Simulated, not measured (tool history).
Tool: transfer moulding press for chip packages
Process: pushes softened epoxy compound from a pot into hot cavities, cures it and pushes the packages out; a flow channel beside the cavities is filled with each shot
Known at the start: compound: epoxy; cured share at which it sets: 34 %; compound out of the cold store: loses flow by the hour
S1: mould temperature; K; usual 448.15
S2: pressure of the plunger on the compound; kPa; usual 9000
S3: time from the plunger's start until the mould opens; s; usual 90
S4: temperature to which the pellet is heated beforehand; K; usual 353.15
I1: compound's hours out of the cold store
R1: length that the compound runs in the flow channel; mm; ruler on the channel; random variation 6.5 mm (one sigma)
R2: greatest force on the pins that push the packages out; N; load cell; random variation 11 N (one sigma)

Run 1, hour 0: usual settings; I1 18.3. Result: R1 706 mm, R2 699 N.
Run 2, hour 10.8: usual settings; I1 20.2. Result: R1 688 mm, R2 699 N.
Run 3, hour 20.9: usual settings; I1 11.2. Result: R1 738 mm, R2 755 N.
Run 4, hour 33.7: usual settings; I1 36.1. Result: R1 614 mm, R2 796 N.
Run 5, hour 46.6: usual settings but S1 441.15 K; I1 43.4. Result: R1 612 mm, R2 1209 N.
At hour 52.3: cavities cleaned with cleaning compound and waxed.
Run 6, hour 55.7: usual settings but S1 445.15 K; I1 26.5. Result: R1 666 mm, R2 677 N.
Run 7, hour 69.9: usual settings but S1 445.15 K; I1 36. Result: R1 638 mm, R2 742 N.
Run 8, hour 79.5: usual settings but S1 440.15 K; I1 18.8. Result: R1 735 mm, R2 1229 N.
At hour 88.3: plunger's sealing rings changed.
Run 9, hour 93.9: usual settings but S2 6860 kPa; I1 24.6. Result: R1 623 mm, R2 711 N.
Run 10, hour 100.2: usual settings but S1 444.15 K; I1 25.5. Result: R1 724 mm, R2 944 N.
Run 11, hour 108.1: usual settings; I1 18.6. Result: R1 752 mm, R2 765 N.
Run 12, hour 118.4: usual settings; I1 10. Result: R1 788 mm, R2 837 N.
Run 13, hour 129.5: usual settings; I1 8.1. Result: R1 806 mm, R2 841 N.
At hour 132.2: mould's thermocouples calibrated.
At hour 136.9: cavities cleaned with cleaning compound and waxed.
Run 14, hour 147.5: usual settings but S4 346.15 K; I1 34.5. Result: R1 671 mm, R2 579 N.
Run 15, hour 153.9: usual settings but S4 346.15 K; I1 29.3. Result: R1 689 mm, R2 613 N.
Run 16, hour 166.6: usual settings but S3 80 s; I1 11.3. Result: R1 784 mm, R2 898 N.
Run 17, hour 174.2: usual settings but S3 80 s; I1 22.8. Result: R1 720 mm, R2 852 N.
Run 18, hour 184.9: usual settings but S3 80 s; I1 22.4. Result: R1 705 mm, R2 900 N.
Run 19, hour 193.1: usual settings but S3 80 s; I1 41.2. Result: R1 630 mm, R2 868 N.
At hour 206.6: mould's thermocouples calibrated, once more.
Run 20, hour 206.6: usual settings but S3 80 s; I1 20. Result: R1 731 mm, R2 976 N.
Run 21, hour 214.5: usual settings but S3 80 s; I1 25.1. Result: R1 709 mm, R2 943 N.
At hour 219.1: cavities cleaned with cleaning compound and waxed.
Run 22, hour 229.5: usual settings but S2 7820 kPa, S3 92 s, S4 344.15 K; I1 45.7. Result: R1 570 mm, R2 556 N.
Run 23, hour 240.7: usual settings but S1 451.15 K, S2 7160 kPa, S4 348.15 K; I1 34.5. Result: R1 582 mm, R2 576 N.
Run 24, hour 253.7: usual settings but S4 347.15 K; I1 11.6. Result: R1 767 mm, R2 694 N.
Run 25, hour 264.6: usual settings but S4 347.15 K; I1 29.5. Result: R1 666 mm, R2 716 N.
Run 26, hour 271: usual settings but S4 347.15 K; I1 27.6. Result: R1 683 mm, R2 736 N.
Run 27, hour 279.9: usual settings but S4 347.15 K; I1 29.6. Result: R1 674 mm, R2 738 N.
Run 28, hour 294.8: usual settings but S2 6910 kPa, S4 358.15 K; I1 22.8. Result: R1 619 mm, R2 823 N.
At hour 299.4: cavities cleaned with cleaning compound and waxed.
Run 29, hour 310.6: usual settings but S2 6910 kPa, S4 358.15 K; I1 11.7. Result: R1 663 mm, R2 623 N.

4 ways to go on from here, each from the tool as it stands after run 29. What would each give?
Run A, hour 317.6: usual settings but S1 452.15 K, S2 9940 kPa, S3 73 s; I1 44.3. Result: R1 ?, R2 ?.
Run B, hour 317.6: usual settings but S1 449.15 K, S2 6910 kPa, S3 75 s, S4 346.15 K; I1 40.4. Result: R1 ?, R2 ?.
Run C, hour 317.6: usual settings but S2 8180 kPa, S3 120 s, S4 355.15 K; I1 45.8. Result: R1 ?, R2 ?.
Run D, hour 317.6: usual settings but S1 445.15 K, S2 8240 kPa, S4 343.15 K; I1 20.6. Result: R1 ?, R2 ?.

run   R1   R2
  A  621  635
  B  550  755
  C  569  513
  D  691  794
Without the tool's hidden state the same runs would have given:
run   R1   R2
  A  646  532
  B  572  631
  C  591  432
  D  718  662
